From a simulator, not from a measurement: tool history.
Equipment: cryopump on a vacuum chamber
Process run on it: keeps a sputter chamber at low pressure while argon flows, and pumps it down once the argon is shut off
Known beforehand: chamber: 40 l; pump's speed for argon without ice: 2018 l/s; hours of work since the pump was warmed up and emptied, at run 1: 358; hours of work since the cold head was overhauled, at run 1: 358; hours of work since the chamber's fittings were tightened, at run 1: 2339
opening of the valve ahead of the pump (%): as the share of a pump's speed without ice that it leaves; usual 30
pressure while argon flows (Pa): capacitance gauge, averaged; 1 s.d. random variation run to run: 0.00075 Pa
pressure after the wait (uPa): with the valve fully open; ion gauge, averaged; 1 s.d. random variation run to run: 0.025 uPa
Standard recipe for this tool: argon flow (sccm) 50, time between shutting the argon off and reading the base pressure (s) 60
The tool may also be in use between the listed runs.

| run | hour | argon flow (sccm) | time between shutting the argon off and reading the base pressure (s) | opening of the valve ahead of the pump (%) | hours of work since the pump was warmed up and emptied | hours of work since the cold head was overhauled | hours of work since the chamber's fittings were tightened | pressure while argon flows (Pa) | pressure after the wait (uPa) |
|---|---|---|---|---|---|---|---|---|---|
| 1 | 0 | 50 | 60 | 30 | 358 | 358 | 2339 | 0.1441 | 1.89 |
| 2 | 74.6 | 50 | 60 | 30 | 424 | 424 | 2405 | 0.1467 | 1.86 |
| 3 | 143.5 | 50 | 60 | 30 | 484 | 484 | 2465 | 0.1454 | 1.92 |
| 4 | 188.3 | 50 | 60 | 30 | 524 | 524 | 2505 | 0.146 | 2.09 |
| 5 | 265.9 | 50 | 60 | 30 | 593 | 593 | 2573 | 0.1474 | 2.01 |
| 6 | 330.7 | 50 | 60 | 30 | 650 | 650 | 2631 | 0.1496 | 2.05 |
|  | 397 | pump warmed up, emptied and cooled again |
| 7 | 434.4 | 50 | 60 | 30 | 33 | 737 | 2718 | 0.1405 | 1.96 |
| 8 | 509.9 | 50 | 60 | 30 | 100 | 803 | 2784 | 0.1411 | 1.93 |
| 9 | 585.9 | 50 | 60 | 32 | 167 | 871 | 2852 | 0.1327 | 2.01 |
| 10 | 676.5 | 50 | 60 | 30 | 247 | 950 | 2931 | 0.1432 | 2.07 |
| 11 | 728 | 50 | 60 | 30 | 292 | 996 | 2977 | 0.1438 | 2.08 |
| 12 | 790.8 | 50 | 60 | 30 | 348 | 1051 | 3032 | 0.1439 | 2.16 |
| 13 | 882.3 | 50 | 60 | 26 | 428 | 1132 | 3113 | 0.1679 | 2.27 |
| 14 | 928.7 | 50 | 60 | 26 | 469 | 1173 | 3154 | 0.1684 | 2.26 |
| 15 | 975.7 | 50 | 60 | 26 | 511 | 1215 | 3196 | 0.1691 | 2.38 |
| 16 | 1020.1 | 50 | 60 | 26 | 550 | 1254 | 3235 | 0.1694 | 2.28 |
| 17 | 1121 | 50 | 60 | 30 | 639 | 1343 | 3324 | 0.1501 | 2.52 |
|  | 1200.5 | pump warmed up, emptied and cooled again |
| 18 | 1200.5 | 41 | 60 | 26 | 0 | 1409 | 3390 | 0.1324 | 2.12 |
| 19 | 1304.4 | 29 | 55 | 26 | 92 | 1500 | 3481 | 0.0948 | 2.28 |
| 20 | 1393.6 | 43 | 94 | 29 | 170 | 1579 | 3560 | 0.1264 | 1.94 |
| 21 | 1470.5 | 50 | 67 | 37 | 238 | 1647 | 3628 | 0.1161 | 2.27 |
| 22 | 1537.6 | 77 | 111 | 18 | 298 | 1706 | 3687 | 0.3639 | 1.98 |
| 23 | 1619.5 | 77 | 111 | 18 | 370 | 1778 | 3759 | 0.3661 | 2.1 |
|  | 1679.6 | leaking fittings of the chamber tightened, without venting |
| 24 | 1722.6 | 77 | 111 | 18 | 459 | 1868 | 38 | 0.3666 | 0.66 |
| 25 | 1776.5 | 77 | 111 | 18 | 507 | 1915 | 86 | 0.3705 | 0.66 |
| 26 | 1868.9 | 77 | 111 | 47 | 588 | 1997 | 167 | 0.1494 | 0.74 |
| 27 | 1940.4 | 28 | 51 | 26 | 651 | 2060 | 230 | 0.0962 | 1.28 |
|  | 2003.6 | pump warmed up, emptied and cooled again |
| 28 | 2007.2 | 21 | 60 | 48 | 3 | 2114 | 285 | 0.0374 | 1.1 |
| 29 | 2103.6 | 23 | 60 | 16 | 88 | 2200 | 370 | 0.1204 | 1.13 |
| 30 | 2200.5 | 23 | 66 | 36 | 174 | 2285 | 455 | 0.0549 | 1.09 |
| 31 | 2292.4 | 24 | 262 | 48 | 255 | 2366 | 537 | 0.0446 | 0.56 |
| 32 | 2357.8 | 59 | 87 | 42 | 313 | 2424 | 594 | 0.123 | 0.98 |
| 33 | 2443.9 | 48 | 138 | 20 | 389 | 2500 | 670 | 0.2053 | 0.83 |

A few steps of pressure while argon flows (Pa) between consecutive runs. Split each: what settings, incoming material and random variation would produce without the hidden state, and what is left over for the hidden state, along with gauge scatter present in only one of the two compared results (measured, and without hidden state):
Unlogged tool condition in this case: pump's speed, % of a pump's without ice; cold plate's temperature, K; leak into the chamber, uPa l/s; drift of the gauge itself on working_pa, %; drift of the gauge itself on base_upa, %.
Run 6 -> 7: pump warmed up, emptied and cooled again. pressure while argon flows (Pa) -0.0091: hidden state -0.0086, all else -0.0005.
Run 17 -> 18: argon flow (sccm) 50 -> 41, opening of the valve ahead of the pump (%) 30 -> 26, pump warmed up, emptied and cooled again. pressure while argon flows (Pa) -0.0177: hidden state -0.0096, all else -0.0081.
Run 21 -> 22: argon flow (sccm) 50 -> 77, time between shutting the argon off and reading the base pressure (s) 67 -> 111, opening of the valve ahead of the pump (%) 37 -> 18. pressure while argon flows (Pa) +0.2478: hidden state +0.0032, all else +0.2446.
Run 25 -> 26: opening of the valve ahead of the pump (%) 18 -> 47. pressure while argon flows (Pa) -0.2211: hidden state +0.0019, all else -0.223.
Run 26 -> 27: argon flow (sccm) 77 -> 28, time between shutting the argon off and reading the base pressure (s) 111 -> 51, opening of the valve ahead of the pump (%) 47 -> 26. pressure while argon flows (Pa) -0.0532: hidden state -0.0078, all else -0.0454.
Run 28 -> 29: argon flow (sccm) 21 -> 23, opening of the valve ahead of the pump (%) 48 -> 16. pressure while argon flows (Pa) +0.083: hidden state +0.0004, all else +0.0826.
